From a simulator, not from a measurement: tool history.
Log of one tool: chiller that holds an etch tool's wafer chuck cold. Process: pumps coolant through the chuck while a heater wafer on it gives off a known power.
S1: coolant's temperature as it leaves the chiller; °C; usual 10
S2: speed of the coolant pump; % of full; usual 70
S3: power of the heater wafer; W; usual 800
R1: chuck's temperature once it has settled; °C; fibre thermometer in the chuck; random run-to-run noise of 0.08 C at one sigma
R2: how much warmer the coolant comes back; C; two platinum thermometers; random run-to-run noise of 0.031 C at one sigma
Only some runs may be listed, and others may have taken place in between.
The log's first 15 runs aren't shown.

Run 16, day 15.942: usual settings but S3 937 W. Result: R1 18.88 °C, R2 2.54 C.
Run 17, day 17.179: usual settings but S3 937 W. Result: R1 18.9 °C, R2 2.54 C.
Run 18, day 18.304: usual settings but S1 8 °C, S2 88 % of full, S3 571 W. Result: R1 12.35 °C, R2 1.18 C.
Run 19, day 19.004: usual settings but S1 15 °C, S2 65 % of full. Result: R1 22.81 °C, R2 2.39 C.
Run 20, day 19.888: usual settings but S2 86 % of full. Result: R1 16.43 °C, R2 1.76 C.
Run 21, day 21.129: usual settings but S2 86 % of full. Result: R1 16.66 °C, R2 1.78 C.
Run 22, day 22.242: usual settings but S2 74 % of full. Result: R1 17.18 °C, R2 2.06 C.
Run 23, day 23.35: usual settings but S1 1 °C. Result: R1 8.43 °C, R2 2.24 C.
Run 24, day 24.475: usual settings but S1 14 °C, S2 78 % of full, S3 431 W. Result: R1 17.56 °C, R2 1.07 C.
Run 25, day 25.671: usual settings but S1 19 °C, S3 962 W. Result: R1 28.11 °C, R2 2.71 C.
Run 26, day 26.667: usual settings but S1 7 °C, S3 816 W. Result: R1 14.6 °C, R2 2.26 C.
Run 27, day 27.408: usual settings but S1 12 °C, S2 77 % of full, S3 534 W. Result: R1 16.49 °C, R2 1.34 C.
Run 28, day 28.683: usual settings but S1 12 °C, S2 77 % of full, S3 534 W. Result: R1 16.45 °C, R2 1.35 C.
Run 29, day 29.221: usual settings but S1 2 °C, S2 69 % of full, S3 925 W. Result: R1 10.9 °C, R2 2.64 C.
Run 30, day 30.4: usual settings but S1 2 °C, S2 69 % of full, S3 999 W. Result: R1 11.58 °C, R2 2.83 C.
Run 31, day 31.6: usual settings but S1 2 °C, S2 98 % of full, S3 999 W. Result: R1 9.65 °C, R2 1.92 C.

Alternative continuations, all from the tool just after run 31; predict every row:
Run A, day 32.908: usual settings but S1 2 °C, S2 98 % of full, S3 752 W. Result: R1 ?, R2 ?.
Run B, day 32.908: usual settings but S1 2 °C, S2 75 % of full, S3 465 W. Result: R1 ?, R2 ?.
Run C, day 32.908: usual settings but S1 2 °C, S2 98 % of full, S3 467 W. Result: R1 ?, R2 ?.

run    R1    R2
  A  7.56  1.46
  B  5.94  1.22
  C  5.31  0.86
Without the tool's unlogged condition, the same runs would have read:
run    R1    R2
  A  7.38  1.38
  B  5.99  1.16
  C  5.42  0.81

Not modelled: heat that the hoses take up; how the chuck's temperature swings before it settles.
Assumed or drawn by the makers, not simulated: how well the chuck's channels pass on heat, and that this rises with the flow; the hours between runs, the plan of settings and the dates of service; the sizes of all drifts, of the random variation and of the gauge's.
